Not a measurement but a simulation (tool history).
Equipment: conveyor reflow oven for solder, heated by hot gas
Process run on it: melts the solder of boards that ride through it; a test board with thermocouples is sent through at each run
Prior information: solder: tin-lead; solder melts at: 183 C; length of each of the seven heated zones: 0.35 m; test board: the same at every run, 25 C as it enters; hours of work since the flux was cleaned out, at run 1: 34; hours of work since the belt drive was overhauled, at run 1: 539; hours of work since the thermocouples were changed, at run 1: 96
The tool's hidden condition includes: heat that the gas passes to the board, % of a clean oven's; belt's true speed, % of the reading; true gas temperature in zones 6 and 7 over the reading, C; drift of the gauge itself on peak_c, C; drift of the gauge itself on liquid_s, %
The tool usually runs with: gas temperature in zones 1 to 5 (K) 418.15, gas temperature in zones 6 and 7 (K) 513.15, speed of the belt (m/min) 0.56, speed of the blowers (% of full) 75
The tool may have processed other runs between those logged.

run	hour	gas temperature in zones 1 to 5 (K)	gas temperature in zones 6 and 7 (K)	speed of the belt (m/min)	speed of the blowers (% of full)	hours of work since the flux was cleaned out	hours of work since the belt drive was overhauled	hours of work since the thermocouples were changed	highest temperature of the board (K)	time above the solder's melting point (s)
1	0	418.15	513.15	0.56	75	34	539	96	502.05	67.5
2	33.2	418.15	513.15	0.56	75	57	563	119	501.35	67.3
3	89.9	418.15	513.15	0.583	75	97	603	159	501.45	63.9
4	117.2	418.15	513.15	0.583	75	116	622	178	500.95	64.3
5	147.8	418.15	513.15	0.56	75	138	644	200	501.65	67.3
6	200.6	422.15	513.15	0.56	75	175	681	237	502.05	68.8
7	250.7	430.15	506.15	0.463	53	210	716	272	497.85	85
# hour 307.3: flux residue cleaned out of gas plates and filters
8	311.3	430.15	506.15	0.463	53	3	755	311	498.15	85.2
9	335.7	427.15	506.15	0.463	53	20	772	328	497.55	83.8
10	386.9	409.15	513.15	0.56	75	56	808	364	500.55	64.2
11	437.1	418.15	513.15	0.479	54	91	844	400	502.35	79.8

Here are 4 independent what-if runs from the current tool condition. What would each one return?
A	484.7	418.15	513.15	0.6	52	125	877	433	?	?
B	484.7	418.15	513.15	0.56	74	125	877	433	?	?
C	484.7	418.15	525.15	0.56	75	125	877	433	?	?
D	484.7	418.15	513.15	0.516	54	125	877	433	?	?

run	highest temperature of the board (K)	time above the solder's melting point (s)
A	495.65	59.7
B	501.45	67.5
C	512.45	72.7
D	500.55	72.5
Stripped of hidden state, with their random variation kept, the same runs would have yielded:
run	highest temperature of the board (K)	time above the solder's melting point (s)
A	496.35	59.3
B	502.35	66.9
C	513.35	72
D	501.25	71.8
